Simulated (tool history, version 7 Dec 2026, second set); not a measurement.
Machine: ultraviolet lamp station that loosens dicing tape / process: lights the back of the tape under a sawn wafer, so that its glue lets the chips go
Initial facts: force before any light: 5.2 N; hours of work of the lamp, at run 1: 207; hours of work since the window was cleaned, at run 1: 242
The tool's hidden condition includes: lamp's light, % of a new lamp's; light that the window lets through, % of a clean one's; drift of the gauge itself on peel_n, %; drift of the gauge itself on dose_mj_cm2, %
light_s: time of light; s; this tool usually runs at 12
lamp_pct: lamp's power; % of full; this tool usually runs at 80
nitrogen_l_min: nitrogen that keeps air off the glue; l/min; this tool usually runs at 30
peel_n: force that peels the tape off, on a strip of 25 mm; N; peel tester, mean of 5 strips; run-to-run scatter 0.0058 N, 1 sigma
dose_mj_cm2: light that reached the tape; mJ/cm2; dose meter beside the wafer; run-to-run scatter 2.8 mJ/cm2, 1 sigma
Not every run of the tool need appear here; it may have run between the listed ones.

| run | hour | light_s | lamp_pct | nitrogen_l_min | hours of work of the lamp | hours of work since the window was cleaned | peel_n | dose_mj_cm2 |
|---|---|---|---|---|---|---|---|---|
| 1 | 0.0 | 12 | 80 | 30 | 207 | 242 | 0.178 | 347 |
| 2 | 29.0 | 12 | 80 | 30 | 221 | 256 | 0.190 | 347 |
| 3 | 53.8 | 12 | 80 | 30 | 234 | 269 | 0.205 | 344 |
| 4 | 97.5 | 12 | 80 | 30 | 255 | 290 | 0.206 | 334 |
| 5 | 123.8 | 20 | 80 | 30 | 268 | 303 | 0.087 | 561 |
| 6 | 173.1 | 12 | 86 | 30 | 293 | 328 | 0.193 | 351 |
| 7 | 214.0 | 10 | 80 | 30 | 313 | 348 | 0.345 | 274 |
| 8 | 264.2 | 12 | 80 | 34 | 338 | 373 | 0.195 | 317 |
| 9 | 301.4 | 12 | 80 | 34 | 356 | 391 | 0.213 | 323 |
| 10 | 347.8 | 6 | 79 | 54 | 379 | 414 | 0.690 | 151 |
| 11 | 386.1 | 16 | 89 | 18 | 398 | 433 | 0.170 | 456 |
|  | 389.5 | window cleaned of glue's vapour |
| 12 | 437.0 | 24 | 70 | 18 | 423 | 23 | 0.124 | 513 |
| 13 | 475.6 | 7 | 80 | 30 | 442 | 43 | 0.867 | 169 |
| 14 | 526.1 | 7 | 80 | 30 | 467 | 68 | 0.869 | 167 |
| 15 | 553.0 | 18 | 80 | 25 | 481 | 81 | 0.147 | 425 |

What will run 16 give?
|  | 567.6 | window cleaned of glue's vapour, once more |
| 16 | 604.1 | 23 | 87 | 10 | 506 | 18 | ? | ? |

peel_n: 0.149 N
dose_mj_cm2: 613 mJ/cm2
With no hidden state in the tool, this same run would have given peel_n 0.093 N, dose_mj_cm2 821 mJ/cm2.
